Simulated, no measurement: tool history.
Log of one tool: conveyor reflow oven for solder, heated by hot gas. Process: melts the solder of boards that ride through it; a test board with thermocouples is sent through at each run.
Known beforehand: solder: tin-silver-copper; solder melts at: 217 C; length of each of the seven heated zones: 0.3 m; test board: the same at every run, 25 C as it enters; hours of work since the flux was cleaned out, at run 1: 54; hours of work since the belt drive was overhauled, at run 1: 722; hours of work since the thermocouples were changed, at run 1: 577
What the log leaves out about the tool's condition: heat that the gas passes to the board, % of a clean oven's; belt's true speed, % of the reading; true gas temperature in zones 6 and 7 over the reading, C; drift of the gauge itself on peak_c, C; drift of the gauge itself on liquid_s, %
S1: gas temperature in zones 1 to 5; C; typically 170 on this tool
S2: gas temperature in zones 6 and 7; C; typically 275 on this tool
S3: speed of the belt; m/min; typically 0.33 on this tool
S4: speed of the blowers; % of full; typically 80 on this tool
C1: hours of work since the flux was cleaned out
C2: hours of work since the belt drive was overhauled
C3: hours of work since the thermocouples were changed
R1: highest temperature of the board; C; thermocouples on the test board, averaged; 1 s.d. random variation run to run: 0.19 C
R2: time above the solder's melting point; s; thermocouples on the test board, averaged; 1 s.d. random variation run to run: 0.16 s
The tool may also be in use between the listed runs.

run 1 hour=0 | S1=170 S2=275 S3=0.33 S4=80 | C1=54 C2=722 C3=577 | R1=260.2 R2=87.7
run 2 hour=25.5 | S1=170 S2=290 S3=0.33 S4=80 | C1=72 C2=741 C3=596 | R1=273.9 R2=97.1
run 3 hour=59.1 | S1=170 S2=288 S3=0.33 S4=80 | C1=97 C2=765 C3=620 | R1=271.8 R2=96.2
run 4 hour=86.4 | S1=170 S2=289 S3=0.33 S4=80 | C1=117 C2=785 C3=640 | R1=272.9 R2=96.9
run 5 hour=120.4 | S1=170 S2=289 S3=0.33 S4=80 | C1=141 C2=810 C3=665 | R1=272.5 R2=96.6
run 6 hour=142.1 | S1=180 S2=289 S3=0.33 S4=80 | C1=157 C2=825 C3=681 | R1=274.3 R2=102
run 7 hour=160.1 | S1=180 S2=289 S3=0.33 S4=80 | C1=170 C2=838 C3=694 | R1=274.1 R2=101.5
run 8 hour=191 | S1=170 S2=275 S3=0.33 S4=80 | C1=193 C2=861 C3=716 | R1=260.1 R2=87.7
-- hour=220.3 flux residue cleaned out of gas plates and filters
run 9 hour=229.8 | S1=170 S2=275 S3=0.33 S4=80 | C1=7 C2=885 C3=741 | R1=260.2 R2=87.6
run 10 hour=255.8 | S1=170 S2=275 S3=0.33 S4=80 | C1=26 C2=904 C3=760 | R1=260 R2=87.5
run 11 hour=284.3 | S1=170 S2=275 S3=0.33 S4=80 | C1=47 C2=925 C3=780 | R1=260.3 R2=87.5
run 12 hour=306 | S1=170 S2=275 S3=0.33 S4=80 | C1=62 C2=941 C3=796 | R1=259.8 R2=87.5
run 13 hour=321.1 | S1=170 S2=275 S3=0.33 S4=80 | C1=73 C2=952 C3=807 | R1=260.1 R2=87.7
run 14 hour=348.9 | S1=170 S2=272 S3=0.33 S4=80 | C1=93 C2=972 C3=827 | R1=257.2 R2=85.4
run 15 hour=371 | S1=170 S2=275 S3=0.312 S4=56 | C1=110 C2=988 C3=843 | R1=257.9 R2=89.9
run 16 hour=403 | S1=170 S2=275 S3=0.312 S4=56 | C1=133 C2=1011 C3=867 | R1=257.8 R2=89.7
run 17 hour=437.2 | S1=170 S2=275 S3=0.312 S4=56 | C1=158 C2=1036 C3=891 | R1=258 R2=90.1
run 18 hour=460.6 | S1=170 S2=275 S3=0.312 S4=56 | C1=175 C2=1053 C3=908 | R1=257.9 R2=90
run 19 hour=491.4 | S1=183 S2=275 S3=0.312 S4=88 | C1=197 C2=1075 C3=931 | R1=264.3 R2=103.4
-- hour=513.8 flux residue cleaned out of gas plates and filters
run 20 hour=519.2 | S1=183 S2=275 S3=0.312 S4=88 | C1=4 C2=1092 C3=947 | R1=264.4 R2=103.6
run 21 hour=556 | S1=183 S2=275 S3=0.312 S4=88 | C1=31 C2=1119 C3=974 | R1=264.5 R2=103.5
run 22 hour=580.9 | S1=170 S2=275 S3=0.33 S4=81 | C1=49 C2=1137 C3=992 | R1=260.2 R2=87.8
run 23 hour=604.7 | S1=170 S2=263 S3=0.273 S4=77 | C1=66 C2=1154 C3=1010 | R1=254 R2=102.3
run 24 hour=628.4 | S1=170 S2=263 S3=0.273 S4=77 | C1=83 C2=1171 C3=1027 | R1=253.8 R2=102.2
run 25 hour=646.8 | S1=163 S2=281 S3=0.304 S4=70 | C1=97 C2=1185 C3=1040 | R1=266 R2=96.8
run 26 hour=671.1 | S1=174 S2=274 S3=0.282 S4=51 | C1=114 C2=1202 C3=1058 | R1=260.1 R2=104.8
run 27 hour=688.3 | S1=174 S2=274 S3=0.282 S4=51 | C1=127 C2=1215 C3=1070 | R1=259.6 R2=104.8
run 28 hour=704.1 | S1=174 S2=274 S3=0.282 S4=51 | C1=138 C2=1226 C3=1082 | R1=259.8 R2=105.1

Predict each of these 4 candidate next runs independently; none follows another, all start after run 28:
run A hour=723.4 | S1=155 S2=270 S3=0.354 S4=80 | C1=152 C2=1240 C3=1096 | R1=? R2=?
run B hour=723.4 | S1=165 S2=275 S3=0.328 S4=76 | C1=152 C2=1240 C3=1096 | R1=? R2=?
run C hour=723.4 | S1=172 S2=275 S3=0.348 S4=51 | C1=152 C2=1240 C3=1096 | R1=? R2=?
run D hour=723.4 | S1=163 S2=274 S3=0.34 S4=73 | C1=152 C2=1240 C3=1096 | R1=? R2=?

run=A R1=250.4 R2=66.7
run=B R1=259.4 R2=84.9
run=C R1=253.2 R2=75.5
run=D R1=256 R2=78
Had the tool no hidden state, the same runs would have come out as:
run=A R1=250.5 R2=66.7
run=B R1=259.4 R2=84.9
run=C R1=253.2 R2=75.5
run=D R1=256 R2=78

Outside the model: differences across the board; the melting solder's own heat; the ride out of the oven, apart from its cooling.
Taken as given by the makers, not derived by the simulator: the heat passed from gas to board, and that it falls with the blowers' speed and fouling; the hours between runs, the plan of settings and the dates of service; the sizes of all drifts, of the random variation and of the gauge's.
